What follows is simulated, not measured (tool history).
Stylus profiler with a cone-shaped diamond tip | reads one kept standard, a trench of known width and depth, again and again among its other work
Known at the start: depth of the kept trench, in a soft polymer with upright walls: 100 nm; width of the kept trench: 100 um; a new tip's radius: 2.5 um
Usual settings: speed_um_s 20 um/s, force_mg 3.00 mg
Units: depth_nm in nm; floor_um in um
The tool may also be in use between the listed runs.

run,day,speed_um_s,force_mg,depth_nm,floor_um
1,0.000,20,3.00,101.29,98.22
2,0.812,20,3.00,101.27,98.22
3,2.417,20,3.00,101.30,98.16
4,3.567,20,3.00,101.27,98.20
5,4.904,8,3.00,101.29,98.18
6,5.700,8,3.00,101.29,98.22
7,6.496,9,3.00,101.26,98.21
8,7.746,9,3.00,101.30,98.16
9,8.842,9,3.00,101.29,98.22
10,9.562,20,3.00,101.28,98.17
11,10.388,20,7.09,102.25,98.21
12,11.562,20,7.09,102.26,98.10
13,12.283,20,3.00,101.29,98.17
14,13.696,20,1.65,100.89,98.13
15,14.383,20,1.65,100.87,98.12
16,15.467,20,6.11,102.06,98.18
17,16.188,20,3.00,101.30,98.11
18,17.729,20,3.00,101.29,98.11
19,18.750,20,3.00,101.33,98.11
20,19.488,20,3.00,101.31,98.11
21,20.950,20,3.00,101.31,98.12
22,22.096,20,3.00,101.32,98.05
23,23.688,61,3.00,101.32,97.99
24,25.371,61,3.00,101.37,97.96
25,26.854,7,4.94,101.88,98.10
26,28.367,11,2.41,101.20,98.01
27,29.550,11,3.54,101.52,98.04
28,30.783,11,3.54,101.41,98.04
29,31.800,11,3.54,101.41,98.02
30,33.042,79,1.47,100.80,97.72
31,34.142,79,1.47,100.81,97.76
32,35.012,13,1.90,100.93,97.97
33,36.088,26,2.87,101.23,97.93
34,37.488,35,3.23,101.34,97.92
35,38.783,35,3.23,101.34,97.92
36,40.321,38,6.03,102.01,97.93
37,41.550,38,6.03,101.99,97.89
38,42.792,12,3.93,101.51,97.93
39,43.946,19,2.06,101.00,97.88
40,45.025,19,2.06,101.01,97.92
41,45.871,66,1.20,100.72,97.71
42,47.017,30,3.90,101.52,97.87
43,48.367,17,8.91,102.64,97.83
44,49.558,17,8.91,102.62,97.83
45,50.288,17,8.91,102.62,97.90
46,51.583,14,2.54,101.16,97.88

Not shown: 2 entries that the log had between the listed runs. Between which runs, and how does the tool's hidden state differ before and after?
Between runs 23 and 24: height scale calibrated on a step standard (day 23.838)
  radius of the tip, um: 4.56 -> 4.62; height scale over the true one, %: 0.068 -> 0.11
  measured less the result without the state, depth_nm: +0.07 -> +0.12 nm; floor_um: -0.50 -> -0.51 um
Between runs 27 and 28: height scale calibrated on a step standard, once more (day 30.108)
  radius of the tip, um: 4.76 -> 4.8; height scale over the true one, %: 0.118 -> 0.008
  measured less the result without the state, depth_nm: +0.12 -> +0.01 nm; floor_um: -0.54 -> -0.55 um
